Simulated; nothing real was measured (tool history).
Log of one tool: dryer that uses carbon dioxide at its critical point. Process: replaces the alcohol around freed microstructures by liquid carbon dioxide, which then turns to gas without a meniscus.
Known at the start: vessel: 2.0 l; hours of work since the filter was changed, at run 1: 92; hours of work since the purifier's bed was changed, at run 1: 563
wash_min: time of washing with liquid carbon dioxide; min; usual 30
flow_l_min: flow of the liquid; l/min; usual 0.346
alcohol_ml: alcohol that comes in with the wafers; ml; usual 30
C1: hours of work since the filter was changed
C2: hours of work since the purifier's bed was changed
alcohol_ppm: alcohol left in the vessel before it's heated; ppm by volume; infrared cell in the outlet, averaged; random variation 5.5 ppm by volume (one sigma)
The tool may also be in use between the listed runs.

run 1 hour=0.0 | wash_min=30 flow_l_min=0.346 alcohol_ml=30 | C1=92 C2=563 | alcohol_ppm=316
run 2 hour=47.7 | wash_min=30 flow_l_min=0.346 alcohol_ml=30 | C1=107 C2=578 | alcohol_ppm=323
run 3 hour=77.0 | wash_min=30 flow_l_min=0.346 alcohol_ml=30 | C1=116 C2=587 | alcohol_ppm=339
run 4 hour=113.5 | wash_min=30 flow_l_min=0.346 alcohol_ml=40 | C1=127 C2=598 | alcohol_ppm=397
run 5 hour=150.8 | wash_min=38 flow_l_min=0.346 alcohol_ml=30 | C1=139 C2=610 | alcohol_ppm=218
run 6 hour=190.1 | wash_min=38 flow_l_min=0.346 alcohol_ml=30 | C1=151 C2=622 | alcohol_ppm=218
run 7 hour=212.4 | wash_min=38 flow_l_min=0.346 alcohol_ml=30 | C1=158 C2=629 | alcohol_ppm=219
run 8 hour=240.5 | wash_min=38 flow_l_min=0.346 alcohol_ml=30 | C1=167 C2=638 | alcohol_ppm=237
run 9 hour=263.9 | wash_min=34 flow_l_min=0.346 alcohol_ml=30 | C1=174 C2=645 | alcohol_ppm=280
run 10 hour=287.6 | wash_min=34 flow_l_min=0.346 alcohol_ml=30 | C1=182 C2=652 | alcohol_ppm=273
run 11 hour=326.0 | wash_min=30 flow_l_min=0.346 alcohol_ml=21 | C1=193 C2=664 | alcohol_ppm=310
run 12 hour=359.9 | wash_min=30 flow_l_min=0.346 alcohol_ml=30 | C1=204 C2=675 | alcohol_ppm=373
run 13 hour=398.9 | wash_min=30 flow_l_min=0.346 alcohol_ml=30 | C1=216 C2=687 | alcohol_ppm=379
run 14 hour=421.2 | wash_min=33 flow_l_min=0.346 alcohol_ml=111 | C1=223 C2=694 | alcohol_ppm=655
run 15 hour=468.1 | wash_min=19 flow_l_min=0.298 alcohol_ml=54 | C1=238 C2=708 | alcohol_ppm=2774
run 16 hour=491.9 | wash_min=19 flow_l_min=0.232 alcohol_ml=73 | C1=245 C2=716 | alcohol_ppm=6056
run 17 hour=516.8 | wash_min=30 flow_l_min=0.215 alcohol_ml=30 | C1=253 C2=723 | alcohol_ppm=1228
run 18 hour=539.3 | wash_min=30 flow_l_min=0.215 alcohol_ml=30 | C1=260 C2=730 | alcohol_ppm=1201
run 19 hour=561.8 | wash_min=24 flow_l_min=0.489 alcohol_ml=87 | C1=267 C2=737 | alcohol_ppm=510
run 20 hour=585.4 | wash_min=21 flow_l_min=0.232 alcohol_ml=71 | C1=274 C2=745 | alcohol_ppm=4891

Forecast run 21:
run 21 hour=617.7 | wash_min=30 flow_l_min=0.381 alcohol_ml=21 | C1=284 C2=755 | alcohol_ppm=?

Run 21 gave alcohol_ppm 288 ppm by volume.
Without the tool's hidden state the same run would have given alcohol_ppm 70 ppm by volume.

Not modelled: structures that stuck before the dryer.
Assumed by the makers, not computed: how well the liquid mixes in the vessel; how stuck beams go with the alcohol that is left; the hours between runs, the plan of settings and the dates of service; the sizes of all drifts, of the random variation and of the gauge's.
